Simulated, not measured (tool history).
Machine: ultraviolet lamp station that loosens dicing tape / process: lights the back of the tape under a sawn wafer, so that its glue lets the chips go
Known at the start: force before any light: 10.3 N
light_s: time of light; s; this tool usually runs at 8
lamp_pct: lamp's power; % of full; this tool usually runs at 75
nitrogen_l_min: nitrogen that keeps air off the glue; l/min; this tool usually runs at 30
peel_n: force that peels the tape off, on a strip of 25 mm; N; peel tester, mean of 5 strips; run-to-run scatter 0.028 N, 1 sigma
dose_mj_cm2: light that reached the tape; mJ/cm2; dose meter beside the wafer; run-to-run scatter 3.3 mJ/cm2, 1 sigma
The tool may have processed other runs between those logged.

run   hour  light_s  lamp_pct  nitrogen_l_min  peel_n  dose_mj_cm2
  1    0.0        8        75              30   1.506          494
  2   10.9       14        75              30   0.461          853
  3   17.8        8        75              30   1.539          487
  4   22.7        8        75               9   2.771          488
  5   33.2        8        75               9   2.777          485
  6   40.2        8        75              30   1.575          489
  7   51.3        8        75              30   1.536          482
  8   59.6        8        75              30   1.554          477
      60.6  -- window cleaned of glue's vapour
  9   65.0        8        75              30   1.579          476
 10   73.0        8        75              30   1.605          473
 11   83.5        8        75              34   1.509          473
 12   91.5        8        72              34   1.600          452
      95.7  -- window cleaned of glue's vapour, once more
 13   98.0        8        72              34   1.479          472
 14  103.3        8        72              34   1.601          468

Estimate the outcome of run 15 from the log above:
 15  109.7       10        75              32       ?            ?

peel_n: 0.976 N
dose_mj_cm2: 611 mJ/cm2
If the tool had no hidden condition, the same run with the same run-to-run variation would have returned peel_n 0.875 N, dose_mj_cm2 643 mJ/cm2.

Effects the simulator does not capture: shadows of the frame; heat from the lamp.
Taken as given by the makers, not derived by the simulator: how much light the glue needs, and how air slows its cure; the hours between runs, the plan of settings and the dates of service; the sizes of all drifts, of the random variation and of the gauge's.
